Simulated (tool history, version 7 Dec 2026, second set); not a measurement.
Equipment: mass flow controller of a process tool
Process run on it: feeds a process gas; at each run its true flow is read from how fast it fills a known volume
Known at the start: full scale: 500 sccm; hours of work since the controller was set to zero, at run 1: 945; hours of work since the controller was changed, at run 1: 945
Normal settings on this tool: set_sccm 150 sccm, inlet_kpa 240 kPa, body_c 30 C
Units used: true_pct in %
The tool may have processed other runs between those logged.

run,hour,set_sccm,inlet_kpa,body_c,hours of work since the controller was set to zero,hours of work since the controller was changed,true_pct
1,0.0,150,240,30,945,945,100.25
2,78.7,150,240,30,972,972,100.12
3,242.6,150,240,30,1028,1028,100.06
4,376.1,150,240,30,1074,1074,100.11
5,487.6,150,240,30,1112,1112,100.16
6,654.4,150,240,30,1168,1168,100.18
7,804.5,150,240,30,1220,1220,100.24
8,927.7,150,240,30,1262,1262,100.29
9,1084.9,150,240,30,1315,1315,100.20
10,1189.2,150,240,30,1351,1351,100.39
11,1341.3,285,240,30,1403,1403,100.53
12,1502.2,285,240,30,1458,1458,100.43
13,1678.5,81,240,30,1518,1518,100.37
14,1754.3,81,240,30,1544,1544,100.42
15,1904.5,150,240,30,1595,1595,100.61
16,2081.9,399,240,26,1656,1656,100.39
17,2267.7,399,240,26,1719,1719,100.54
18,2384.4,99,240,35,1759,1759,101.21
19,2521.9,99,240,35,1806,1806,101.04
20,2606.9,211,141,24,1835,1835,100.38
21,2717.4,319,240,27,1873,1873,100.67
22,2821.7,135,144,22,1908,1908,100.32
23,2977.3,83,240,30,1961,1961,100.74
24,3157.8,150,162,25,2023,2023,100.53
25,3290.7,150,162,25,2068,2068,100.54
26,3368.2,72,150,30,2095,2095,101.12
27,3522.8,60,150,25,2148,2148,100.65
28,3622.7,109,240,33,2182,2182,101.08
29,3710.2,109,240,33,2211,2211,101.32
30,3866.6,260,153,32,2265,2265,101.57

4 options for the next run, each taken on its own from the tool as it stands now. Forecast them:
A,4011.7,383,240,30,2314,2314,?
B,4011.7,54,240,30,2314,2314,?
C,4011.7,150,178,30,2314,2314,?
D,4011.7,150,240,37,2314,2314,?

run,true_pct
A,101.56
B,100.84
C,101.32
D,101.80
The same runs, with their run-to-run variation unchanged, on a tool lacking any hidden condition would have given:
run,true_pct
A,100.43
B,99.70
C,100.19
D,100.67

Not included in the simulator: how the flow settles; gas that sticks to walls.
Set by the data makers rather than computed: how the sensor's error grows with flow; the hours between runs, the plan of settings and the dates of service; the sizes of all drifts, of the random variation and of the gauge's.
